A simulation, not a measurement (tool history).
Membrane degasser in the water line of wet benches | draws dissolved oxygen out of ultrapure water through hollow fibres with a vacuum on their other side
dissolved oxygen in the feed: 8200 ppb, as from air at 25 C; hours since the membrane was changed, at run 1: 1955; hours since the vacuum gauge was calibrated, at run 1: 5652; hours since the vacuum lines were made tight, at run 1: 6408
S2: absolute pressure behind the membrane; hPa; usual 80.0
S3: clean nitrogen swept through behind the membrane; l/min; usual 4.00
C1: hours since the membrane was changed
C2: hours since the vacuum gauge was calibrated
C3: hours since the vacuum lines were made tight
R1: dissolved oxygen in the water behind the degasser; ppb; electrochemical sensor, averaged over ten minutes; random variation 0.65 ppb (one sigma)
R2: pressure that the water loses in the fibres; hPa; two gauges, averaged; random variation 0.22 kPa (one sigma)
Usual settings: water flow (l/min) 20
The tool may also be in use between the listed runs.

Run 1, hour 0.0: usual settings; C1 1955; C2 5652; C3 6408. Result: R1 66.2 ppb, R2 526.0 hPa.
Run 2, hour 60.8: usual settings; C1 2016; C2 5713; C3 6469. Result: R1 66.0 ppb, R2 526.9 hPa.
Run 3, hour 103.2: usual settings but S3 4.72 l/min; C1 2058; C2 5755; C3 6511. Result: R1 57.8 ppb, R2 527.8 hPa.
Run 4, hour 145.9: usual settings but S3 7.66 l/min; C1 2101; C2 5798; C3 6554. Result: R1 38.9 ppb, R2 526.6 hPa.
Run 5, hour 188.3: usual settings but S3 7.66 l/min; C1 2143; C2 5841; C3 6596. Result: R1 38.1 ppb, R2 526.5 hPa.
Run 6, hour 234.7: usual settings but S3 7.66 l/min; C1 2189; C2 5887; C3 6643. Result: R1 39.1 ppb, R2 528.3 hPa.
Run 7, hour 282.3: usual settings but water flow (l/min) 25, S3 7.66 l/min; C1 2237; C2 5935; C3 6690. Result: R1 52.3 ppb, R2 655.4 hPa.
Run 8, hour 325.4: usual settings but water flow (l/min) 25, S3 7.66 l/min; C1 2280; C2 5978; C3 6733. Result: R1 51.4 ppb, R2 658.9 hPa.
Run 9, hour 378.8: usual settings but water flow (l/min) 25, S3 7.66 l/min; C1 2334; C2 6031; C3 6787. Result: R1 51.6 ppb, R2 656.5 hPa.
Run 10, hour 427.1: usual settings but water flow (l/min) 22, S2 114.7 hPa, S3 2.05 l/min; C1 2382; C2 6079; C3 6835. Result: R1 216.0 ppb, R2 573.4 hPa.
Run 11, hour 475.5: usual settings but water flow (l/min) 22, S2 114.7 hPa, S3 2.05 l/min; C1 2430; C2 6128; C3 6883. Result: R1 215.0 ppb, R2 573.7 hPa.
Run 12, hour 513.1: usual settings but water flow (l/min) 16, S2 91.6 hPa; C1 2468; C2 6165; C3 6921. Result: R1 63.0 ppb, R2 416.6 hPa.
Run 13, hour 553.3: usual settings but water flow (l/min) 16, S2 60.1 hPa; C1 2508; C2 6206; C3 6961. Result: R1 31.5 ppb, R2 419.9 hPa.
Run 14, hour 582.8: usual settings but S3 3.50 l/min; C1 2538; C2 6235; C3 6991. Result: R1 74.3 ppb, R2 521.0 hPa.
Run 15, hour 655.2: usual settings but water flow (l/min) 19, S2 73.7 hPa, S3 3.86 l/min; C1 2610; C2 6307; C3 7063. Result: R1 56.0 ppb, R2 495.3 hPa.
Run 16, hour 697.4: usual settings but water flow (l/min) 19, S2 73.7 hPa, S3 3.86 l/min; C1 2652; C2 6350; C3 7105. Result: R1 56.7 ppb, R2 499.9 hPa.
Run 17, hour 732.0: usual settings but water flow (l/min) 19, S2 78.8 hPa, S3 4.47 l/min; C1 2687; C2 6384; C3 7140. Result: R1 57.2 ppb, R2 495.1 hPa.
Run 18, hour 786.7: usual settings but water flow (l/min) 28, S2 89.4 hPa, S3 3.49 l/min; C1 2742; C2 6439; C3 7195. Result: R1 125.1 ppb, R2 728.8 hPa.

5 ways to go on from here, each from the tool as it stands after run 18. What would each give?
Run A, hour 823.8: usual settings but water flow (l/min) 28, S2 89.4 hPa, S3 10.35 l/min; C1 2779; C2 6476; C3 7232. Result: R1 ?, R2 ?.
Run B, hour 823.8: usual settings but water flow (l/min) 14, S2 53.1 hPa, S3 2.62 l/min; C1 2779; C2 6476; C3 7232. Result: R1 ?, R2 ?.
Run C, hour 823.8: usual settings but S2 163.4 hPa; C1 2779; C2 6476; C3 7232. Result: R1 ?, R2 ?.
Run D, hour 823.8: usual settings but water flow (l/min) 22, S2 80.5 hPa; C1 2779; C2 6476; C3 7232. Result: R1 ?, R2 ?.
Run E, hour 823.8: usual settings but water flow (l/min) 12, S2 83.4 hPa, S3 8.01 l/min; C1 2779; C2 6476; C3 7232. Result: R1 ?, R2 ?.

run     R1     R2
  A   55.5  730.0
  B   30.2  362.3
  C  164.2  522.7
  D   74.7  575.2
  E   20.9  312.3
Without the tool's hidden state the same runs would have given:
run     R1     R2
  A   55.4  736.8
  B   30.1  365.7
  C  164.0  527.6
  D   74.6  580.6
  E   20.9  315.2
